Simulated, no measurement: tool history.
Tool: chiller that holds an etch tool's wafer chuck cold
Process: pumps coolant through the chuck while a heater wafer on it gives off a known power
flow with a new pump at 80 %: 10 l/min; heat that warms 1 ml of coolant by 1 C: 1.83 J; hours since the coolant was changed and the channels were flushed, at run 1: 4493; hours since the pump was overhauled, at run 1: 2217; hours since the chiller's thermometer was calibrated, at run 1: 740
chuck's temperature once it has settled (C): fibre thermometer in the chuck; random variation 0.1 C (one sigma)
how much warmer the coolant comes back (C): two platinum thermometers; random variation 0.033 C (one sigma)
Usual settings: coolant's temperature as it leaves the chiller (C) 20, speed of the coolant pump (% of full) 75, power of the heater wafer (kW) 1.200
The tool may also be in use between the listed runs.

| run | hour | coolant's temperature as it leaves the chiller (C) | speed of the coolant pump (% of full) | power of the heater wafer (kW) | hours since the coolant was changed and the channels were flushed | hours since the pump was overhauled | hours since the chiller's thermometer was calibrated | chuck's temperature once it has settled (C) | how much warmer the coolant comes back (C) |
|---|---|---|---|---|---|---|---|---|---|
| 1 | 0.0 | 20 | 75 | 1.200 | 4493 | 2217 | 740 | 31.0 | 4.36 |
| 2 | 37.1 | 20 | 75 | 1.200 | 4530 | 2254 | 777 | 31.0 | 4.37 |
| 3 | 84.4 | 20 | 75 | 1.200 | 4578 | 2302 | 824 | 31.0 | 4.46 |
| 4 | 140.7 | 20 | 75 | 1.200 | 4634 | 2358 | 880 | 31.1 | 4.33 |
| 5 | 191.1 | 20 | 75 | 1.200 | 4684 | 2408 | 931 | 30.9 | 4.38 |
| 6 | 247.3 | 20 | 75 | 1.200 | 4741 | 2465 | 987 | 30.8 | 4.42 |
| 7 | 294.8 | 20 | 75 | 1.200 | 4788 | 2512 | 1035 | 31.1 | 4.38 |
| 8 | 336.4 | 20 | 68 | 1.200 | 4830 | 2554 | 1076 | 31.9 | 4.92 |
| 9 | 402.0 | 20 | 68 | 1.200 | 4895 | 2619 | 1142 | 31.7 | 4.95 |
| 10 | 460.4 | 20 | 75 | 1.200 | 4954 | 2678 | 1200 | 31.1 | 4.45 |

Run 11 comes next. What will it give?
| 11 | 516.7 | 13 | 75 | 1.572 | 5010 | 2734 | 1256 | ? | ? |

Run 11 gave chuck's temperature once it has settled (C) 27.4, how much warmer the coolant comes back (C) 5.81.
Without the tool's hidden state the same run would have given chuck's temperature once it has settled (C) 25.4, how much warmer the coolant comes back (C) 5.56.

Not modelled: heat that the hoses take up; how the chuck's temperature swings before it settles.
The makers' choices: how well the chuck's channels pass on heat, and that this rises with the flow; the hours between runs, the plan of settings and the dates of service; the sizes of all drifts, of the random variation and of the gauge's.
